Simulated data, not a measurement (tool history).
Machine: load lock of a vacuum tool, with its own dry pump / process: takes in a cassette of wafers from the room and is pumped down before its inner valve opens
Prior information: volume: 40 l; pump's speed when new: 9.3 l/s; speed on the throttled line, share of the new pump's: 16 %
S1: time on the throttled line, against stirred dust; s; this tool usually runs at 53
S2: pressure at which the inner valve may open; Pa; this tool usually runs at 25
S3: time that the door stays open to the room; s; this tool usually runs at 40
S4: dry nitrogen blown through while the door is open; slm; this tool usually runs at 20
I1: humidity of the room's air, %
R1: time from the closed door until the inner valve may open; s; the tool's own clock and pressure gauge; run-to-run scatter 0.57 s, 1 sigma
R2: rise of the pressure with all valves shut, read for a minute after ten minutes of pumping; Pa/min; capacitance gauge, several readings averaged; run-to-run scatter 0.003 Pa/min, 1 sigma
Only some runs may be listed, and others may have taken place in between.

{"run": 1, "hour": 0.0, "S1": 53, "S2": 25, "S3": 40, "S4": 20, "I1": 45.1, "R1": 82.1, "R2": 0.13}
{"run": 2, "hour": 77.1, "S1": 53, "S2": 25, "S3": 40, "S4": 20, "I1": 45.4, "R1": 81.9, "R2": 0.13}
{"run": 3, "hour": 162.9, "S1": 53, "S2": 19, "S3": 40, "S4": 20, "I1": 45.4, "R1": 83.5, "R2": 0.128}
{"run": 4, "hour": 250.2, "S1": 53, "S2": 19, "S3": 40, "S4": 20, "I1": 45.1, "R1": 84.4, "R2": 0.131}
{"run": 5, "hour": 352.6, "S1": 53, "S2": 25, "S3": 40, "S4": 20, "I1": 46.2, "R1": 82.4, "R2": 0.14}
{"run": 6, "hour": 498.5, "S1": 53, "S2": 25, "S3": 40, "S4": 20, "I1": 47.2, "R1": 82.6, "R2": 0.138}
{"run": 7, "hour": 647.6, "S1": 53, "S2": 25, "S3": 40, "S4": 20, "I1": 45.4, "R1": 83.9, "R2": 0.144}
{"run": 8, "hour": 751.7, "S1": 53, "S2": 25, "S3": 40, "S4": 20, "I1": 46.5, "R1": 82.5, "R2": 0.146}
{"run": 9, "hour": 886.5, "S1": 53, "S2": 25, "S3": 40, "S4": 20, "I1": 46.4, "R1": 82.2, "R2": 0.146}
{"run": 10, "hour": 978.8, "S1": 53, "S2": 25, "S3": 40, "S4": 20, "I1": 43.3, "R1": 82.9, "R2": 0.15}
{"run": 11, "hour": 1145.1, "S1": 53, "S2": 25, "S3": 40, "S4": 20, "I1": 43.9, "R1": 83.1, "R2": 0.156}
{"run": 12, "hour": 1295.9, "S1": 53, "S2": 25, "S3": 40, "S4": 20, "I1": 47.3, "R1": 83.4, "R2": 0.166}
{"run": 13, "hour": 1419.8, "S1": 53, "S2": 25, "S3": 40, "S4": 20, "I1": 42.1, "R1": 82.6, "R2": 0.16}
{"run": 14, "hour": 1591.1, "S1": 49, "S2": 25, "S3": 40, "S4": 20, "I1": 48.3, "R1": 80.2, "R2": 0.169}
{"run": 15, "hour": 1751.8, "S1": 49, "S2": 25, "S3": 40, "S4": 20, "I1": 44.4, "R1": 79.6, "R2": 0.174}
{"run": 16, "hour": 1886.2, "S1": 64, "S2": 25, "S3": 40, "S4": 20, "I1": 45.8, "R1": 91.8, "R2": 0.177}
{"run": 17, "hour": 2001.7, "S1": 64, "S2": 25, "S3": 108, "S4": 20, "I1": 45.8, "R1": 91.9, "R2": 0.204}
{"run": 18, "hour": 2134.5, "S1": 38, "S2": 25, "S3": 40, "S4": 20, "I1": 46.4, "R1": 70.9, "R2": 0.197}
{"run": 19, "hour": 2291.8, "S1": 38, "S2": 25, "S3": 40, "S4": 20, "I1": 45.6, "R1": 71.1, "R2": 0.19}
{"run": 20, "hour": 2459.0, "S1": 37, "S2": 40, "S3": 147, "S4": 37, "I1": 46.5, "R1": 67.7, "R2": 0.215}
{"run": 21, "hour": 2605.4, "S1": 32, "S2": 25, "S3": 40, "S4": 20, "I1": 44.8, "R1": 66.3, "R2": 0.192}
{"run": 22, "hour": 2699.5, "S1": 32, "S2": 25, "S3": 40, "S4": 20, "I1": 44.9, "R1": 66.7, "R2": 0.203}
{"run": 23, "hour": 2844.4, "S1": 50, "S2": 41, "S3": 138, "S4": 14, "I1": 43.4, "R1": 77.9, "R2": 0.239}
{"run": 24, "hour": 2975.0, "S1": 50, "S2": 41, "S3": 138, "S4": 14, "I1": 41.3, "R1": 78.7, "R2": 0.236}
{"run": 25, "hour": 3127.7, "S1": 78, "S2": 31, "S3": 131, "S4": 20, "I1": 44.7, "R1": 103.5, "R2": 0.242}
{"run": 26, "hour": 3238.9, "S1": 78, "S2": 31, "S3": 131, "S4": 20, "I1": 45.1, "R1": 103.6, "R2": 0.245}
{"run": 27, "hour": 3370.7, "S1": 56, "S2": 21, "S3": 191, "S4": 34, "I1": 42.8, "R1": 86.2, "R2": 0.245}
{"run": 28, "hour": 3514.8, "S1": 56, "S2": 21, "S3": 191, "S4": 34, "I1": 46.1, "R1": 86.7, "R2": 0.249}
{"run": 29, "hour": 3680.4, "S1": 56, "S2": 21, "S3": 191, "S4": 34, "I1": 42.5, "R1": 86.4, "R2": 0.249}
{"run": 30, "hour": 3799.7, "S1": 53, "S2": 25, "S3": 166, "S4": 9, "I1": 46.9, "R1": 83.7, "R2": 0.292}
{"run": 31, "hour": 3922.5, "S1": 93, "S2": 24, "S3": 31, "S4": 5, "I1": 42.9, "R1": 116.0, "R2": 0.244}
{"run": 32, "hour": 4011.6, "S1": 58, "S2": 27, "S3": 47, "S4": 28, "I1": 46.3, "R1": 88.0, "R2": 0.25}
{"run": 33, "hour": 4120.4, "S1": 31, "S2": 21, "S3": 40, "S4": 20, "I1": 46.4, "R1": 67.3, "R2": 0.251}
{"run": 34, "hour": 4256.6, "S1": 31, "S2": 24, "S3": 40, "S4": 27, "I1": 41.1, "R1": 66.8, "R2": 0.25}
{"run": 35, "hour": 4395.3, "S1": 53, "S2": 26, "S3": 40, "S4": 20, "I1": 44.8, "R1": 84.4, "R2": 0.265}
{"run": 36, "hour": 4507.7, "S1": 53, "S2": 25, "S3": 40, "S4": 5, "I1": 47.6, "R1": 84.9, "R2": 0.279}

Below, each run's measurement less what the same run would have read without the hidden state. Both values contain the same run-to-run variation, but the gauge's scatter may not be the same in both:
Hidden state at play: pump's speed, % of a new pump's; leak at the door's seal, Pa l/s; drift of the gauge itself on ready_s, %; drift of the gauge itself on rise_pa_min, %.
run=1 R1=+1.8 R2=+0.103
run=2 R1=+1.9 R2=+0.106
run=3 R1=+2.1 R2=+0.107
run=4 R1=+2.1 R2=+0.108
run=5 R1=+2.0 R2=+0.113
run=6 R1=+2.1 R2=+0.117
run=7 R1=+2.2 R2=+0.119
run=8 R1=+2.2 R2=+0.122
run=9 R1=+2.2 R2=+0.126
run=10 R1=+2.3 R2=+0.128
run=11 R1=+2.4 R2=+0.131
run=12 R1=+2.5 R2=+0.137
run=13 R1=+2.5 R2=+0.140
run=14 R1=+2.7 R2=+0.145
run=15 R1=+2.7 R2=+0.150
run=16 R1=+2.5 R2=+0.153
run=17 R1=+2.5 R2=+0.158
run=18 R1=+3.1 R2=+0.164
run=19 R1=+3.1 R2=+0.164
run=20 R1=+3.0 R2=+0.169
run=21 R1=+3.4 R2=+0.173
run=22 R1=+3.5 R2=+0.176
run=23 R1=+3.0 R2=+0.183
run=24 R1=+3.0 R2=+0.186
run=25 R1=+2.7 R2=+0.189
run=26 R1=+2.7 R2=+0.194
run=27 R1=+3.4 R2=+0.196
run=28 R1=+3.4 R2=+0.201
run=29 R1=+3.6 R2=+0.208
run=30 R1=+3.6 R2=+0.216
run=31 R1=+2.8 R2=+0.217
run=32 R1=+3.6 R2=+0.221
run=33 R1=+4.4 R2=+0.222
run=34 R1=+4.4 R2=+0.233
run=35 R1=+3.8 R2=+0.238
run=36 R1=+3.9 R2=+0.237

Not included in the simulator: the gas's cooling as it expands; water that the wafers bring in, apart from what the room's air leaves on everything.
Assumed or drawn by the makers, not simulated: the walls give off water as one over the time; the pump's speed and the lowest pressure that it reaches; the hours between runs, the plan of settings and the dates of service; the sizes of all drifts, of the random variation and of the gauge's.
